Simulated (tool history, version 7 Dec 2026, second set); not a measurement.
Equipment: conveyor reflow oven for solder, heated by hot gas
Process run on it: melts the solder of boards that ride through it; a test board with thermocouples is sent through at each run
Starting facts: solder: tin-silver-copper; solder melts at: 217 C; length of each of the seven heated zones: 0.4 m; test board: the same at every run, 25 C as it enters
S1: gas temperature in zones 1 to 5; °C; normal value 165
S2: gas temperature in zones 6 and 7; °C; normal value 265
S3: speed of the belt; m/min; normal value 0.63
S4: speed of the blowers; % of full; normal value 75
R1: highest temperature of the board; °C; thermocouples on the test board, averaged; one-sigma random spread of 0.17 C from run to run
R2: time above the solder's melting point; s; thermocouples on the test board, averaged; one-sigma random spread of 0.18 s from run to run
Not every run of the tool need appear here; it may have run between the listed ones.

| run | hour | S1 | S2 | S3 | S4 | R1 | R2 |
|---|---|---|---|---|---|---|---|
| 1 | 0 | 165 | 265 | 0.63 | 75 | 249.8 | 52.5 |
| 2 | 31.9 | 165 | 265 | 0.63 | 75 | 249.8 | 52.4 |
| 3 | 88.5 | 165 | 265 | 0.63 | 75 | 249.2 | 52.1 |
| 4 | 123.6 | 165 | 265 | 0.63 | 66 | 246.4 | 49.4 |
| 5 | 171.1 | 165 | 265 | 0.63 | 66 | 246.4 | 49.3 |
| 6 | 197.1 | 165 | 265 | 0.63 | 66 | 246.4 | 48.8 |
| 7 | 251.3 | 165 | 265 | 0.646 | 75 | 247.8 | 49 |
| 8 | 282.1 | 165 | 270 | 0.63 | 75 | 253.1 | 54.5 |
| 9 | 331.8 | 165 | 265 | 0.63 | 55 | 242.5 | 43.7 |
|  | 350.5 | flux residue cleaned out of gas plates and filters |
| 10 | 368.1 | 156 | 265 | 0.63 | 75 | 251.6 | 52.3 |
|  | 381.4 | belt drive overhauled, speed set with a stopwatch |
| 11 | 416.9 | 156 | 265 | 0.63 | 75 | 251.2 | 51.6 |
| 12 | 446.5 | 177 | 265 | 0.63 | 75 | 254.1 | 60.1 |
| 13 | 498.6 | 179 | 265 | 0.63 | 75 | 254.4 | 61.1 |
| 14 | 538 | 156 | 275 | 0.63 | 75 | 259.8 | 56.4 |
| 15 | 569.4 | 154 | 261 | 0.63 | 75 | 246.8 | 47.5 |
| 16 | 629.8 | 157 | 261 | 0.585 | 86 | 251.9 | 57.7 |
| 17 | 661.7 | 165 | 265 | 0.676 | 75 | 249.4 | 48.4 |
| 18 | 691.4 | 177 | 273 | 0.564 | 67 | 261.7 | 72.1 |
| 19 | 739.8 | 177 | 273 | 0.564 | 67 | 261.9 | 72 |
| 20 | 775.6 | 165 | 267 | 0.63 | 51 | 244.9 | 45.9 |
| 21 | 808.3 | 165 | 265 | 0.589 | 60 | 249.2 | 55.1 |
| 22 | 836.6 | 165 | 265 | 0.589 | 60 | 249 | 55 |
| 23 | 896.8 | 164 | 260 | 0.655 | 75 | 245.7 | 46.2 |
| 24 | 946.4 | 164 | 260 | 0.655 | 75 | 245.2 | 46.3 |

Forecast each of these 5 alternatives for the next run:
| A | 994.8 | 164 | 272 | 0.655 | 50 | ? | ? |
| B | 994.8 | 165 | 273 | 0.629 | 75 | ? | ? |
| C | 994.8 | 165 | 265 | 0.63 | 66 | ? | ? |
| D | 994.8 | 157 | 265 | 0.63 | 59 | ? | ? |
| E | 994.8 | 162 | 274 | 0.655 | 75 | ? | ? |

| run | R1 | R2 |
|---|---|---|
| A | 245.9 | 44.4 |
| B | 257.9 | 58 |
| C | 248.4 | 50.5 |
| D | 244.1 | 43.7 |
| E | 256.8 | 53.9 |
Had the tool no hidden state, the same runs would have come out as:
| run | R1 | R2 |
|---|---|---|
| A | 246.1 | 44.9 |
| B | 258.3 | 58.5 |
| C | 248.6 | 51.2 |
| D | 244.5 | 44.5 |
| E | 257.4 | 54.6 |
